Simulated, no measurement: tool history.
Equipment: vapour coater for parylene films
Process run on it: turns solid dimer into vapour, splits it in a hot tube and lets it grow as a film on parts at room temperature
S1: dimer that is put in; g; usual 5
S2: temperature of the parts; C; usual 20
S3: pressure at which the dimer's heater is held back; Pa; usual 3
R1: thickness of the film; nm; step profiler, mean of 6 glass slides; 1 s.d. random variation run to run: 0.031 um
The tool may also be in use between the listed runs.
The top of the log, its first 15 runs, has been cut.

run     day  S1  S2    S3    R1
 16   7.958   4  20     3  2310
 17   8.367   5  20     3  2900
 18   9.079   5  20  9.59  2450
 19   9.808   6  20  3.32  3400
     10.117  -- trap's valve overhauled
 20  10.696   5  20  8.18  2510
 21  11.067   5  13     3  3530
 22  11.717   7  13  11.8  3950
 23  12.392   7  13  11.8  3980
 24  12.733   4  30     3  1820
 25  13.342   4  30     3  1820
 26  13.846   5  30  9.71  1920
 27  14.296   2  23  9.71   920
 28  14.671   2  20     3  1140
 29  15.012   2  22  3.59  1080
 30   15.65   5  18  2.83  3070
 31  16.054   5  18  2.83  3110

For run 32, what comes out?
 32  16.562   5  18  2.83   ?

{"run 32": {"R1": 3130}}
Were there no unlogged condition in the tool, this run, its random variation unchanged, would have produced R1 3140 nm.
